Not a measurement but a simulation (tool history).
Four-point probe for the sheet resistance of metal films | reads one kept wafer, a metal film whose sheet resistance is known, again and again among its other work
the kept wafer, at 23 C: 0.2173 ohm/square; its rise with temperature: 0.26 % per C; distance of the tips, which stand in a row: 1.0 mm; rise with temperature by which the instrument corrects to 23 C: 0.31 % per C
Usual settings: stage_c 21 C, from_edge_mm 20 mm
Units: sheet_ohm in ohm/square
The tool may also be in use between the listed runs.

{"run": 1, "hour": 0.0, "stage_c": 21, "from_edge_mm": 20, "sheet_ohm": 0.216512}
{"run": 2, "hour": 16.7, "stage_c": 21, "from_edge_mm": 20, "sheet_ohm": 0.2164}
{"run": 3, "hour": 29.5, "stage_c": 21, "from_edge_mm": 20, "sheet_ohm": 0.216427}
{"run": 4, "hour": 48.9, "stage_c": 21, "from_edge_mm": 20, "sheet_ohm": 0.216469}
{"run": 5, "hour": 70.1, "stage_c": 21, "from_edge_mm": 20, "sheet_ohm": 0.21637}
{"run": 6, "hour": 92.7, "stage_c": 21, "from_edge_mm": 20, "sheet_ohm": 0.216345}
{"run": 7, "hour": 117.8, "stage_c": 21, "from_edge_mm": 20, "sheet_ohm": 0.216338}
{"run": 8, "hour": 131.0, "stage_c": 21, "from_edge_mm": 20, "sheet_ohm": 0.216292}
{"run": 9, "hour": 149.9, "stage_c": 21, "from_edge_mm": 20, "sheet_ohm": 0.216355}
{"run": 10, "hour": 175.8, "stage_c": 21, "from_edge_mm": 3, "sheet_ohm": 0.2281}
{"run": 11, "hour": 189.3, "stage_c": 21, "from_edge_mm": 3, "sheet_ohm": 0.228175}
{"run": 12, "hour": 212.0, "stage_c": 21, "from_edge_mm": 3, "sheet_ohm": 0.228191}
{"run": 13, "hour": 236.9, "stage_c": 21, "from_edge_mm": 11, "sheet_ohm": 0.216894}
{"run": 14, "hour": 264.7, "stage_c": 21, "from_edge_mm": 20, "sheet_ohm": 0.216193}
{"run": 15, "hour": 281.1, "stage_c": 21, "from_edge_mm": 3, "sheet_ohm": 0.228}
{"run": 16, "hour": 308.4, "stage_c": 21, "from_edge_mm": 3, "sheet_ohm": 0.228041}
{"run": 17, "hour": 336.1, "stage_c": 21, "from_edge_mm": 3, "sheet_ohm": 0.227911}
{"run": 18, "hour": 354.3, "stage_c": 21, "from_edge_mm": 3, "sheet_ohm": 0.228005}
{"run": 19, "hour": 378.2, "stage_c": 20, "from_edge_mm": 28, "sheet_ohm": 0.216136}
{"run": 20, "hour": 395.6, "stage_c": 26, "from_edge_mm": 56, "sheet_ohm": 0.215302}
{"run": 21, "hour": 416.0, "stage_c": 29, "from_edge_mm": 25, "sheet_ohm": 0.21505}
{"run": 22, "hour": 432.2, "stage_c": 31, "from_edge_mm": 5, "sheet_ohm": 0.219161}
{"run": 23, "hour": 454.1, "stage_c": 22, "from_edge_mm": 60, "sheet_ohm": 0.215703}
{"run": 24, "hour": 478.6, "stage_c": 24, "from_edge_mm": 21, "sheet_ohm": 0.215604}
{"run": 25, "hour": 491.7, "stage_c": 21, "from_edge_mm": 24, "sheet_ohm": 0.215959}
{"run": 26, "hour": 504.2, "stage_c": 29, "from_edge_mm": 13, "sheet_ohm": 0.215476}
{"run": 27, "hour": 527.1, "stage_c": 29, "from_edge_mm": 13, "sheet_ohm": 0.215394}
{"run": 28, "hour": 543.6, "stage_c": 25, "from_edge_mm": 31, "sheet_ohm": 0.215383}
{"run": 29, "hour": 566.8, "stage_c": 27, "from_edge_mm": 13, "sheet_ohm": 0.215671}
{"run": 30, "hour": 593.1, "stage_c": 29, "from_edge_mm": 41, "sheet_ohm": 0.214793}
{"run": 31, "hour": 619.9, "stage_c": 21, "from_edge_mm": 7, "sheet_ohm": 0.217845}
{"run": 32, "hour": 637.8, "stage_c": 20, "from_edge_mm": 54, "sheet_ohm": 0.215711}
{"run": 33, "hour": 653.4, "stage_c": 18, "from_edge_mm": 54, "sheet_ohm": 0.215896}

Some steps in sheet_ohm between neighbouring runs. How much of each would the tool show without its hidden state too (settings, what came in, random variation), and how much is left for the hidden state, with any gauge scatter that isn't in both results?
The hidden state here: inner tips' distance over the nominal, %; tips' flats over new ones', %; wafer's true temperature over the reading, C; drift of the gauge itself on sheet_ohm, %.
Run 9 -> 10: from_edge_mm 20 -> 3. sheet_ohm +0.011745 ohm/square: hidden state -0.000103, all else +0.011848.
Run 14 -> 15: from_edge_mm 20 -> 3. sheet_ohm +0.011807 ohm/square: hidden state -0.000097, all else +0.011904.
Run 18 -> 19: stage_c 21 -> 20, from_edge_mm 3 -> 28. sheet_ohm -0.011869 ohm/square: hidden state +0.000060, all else -0.011929.
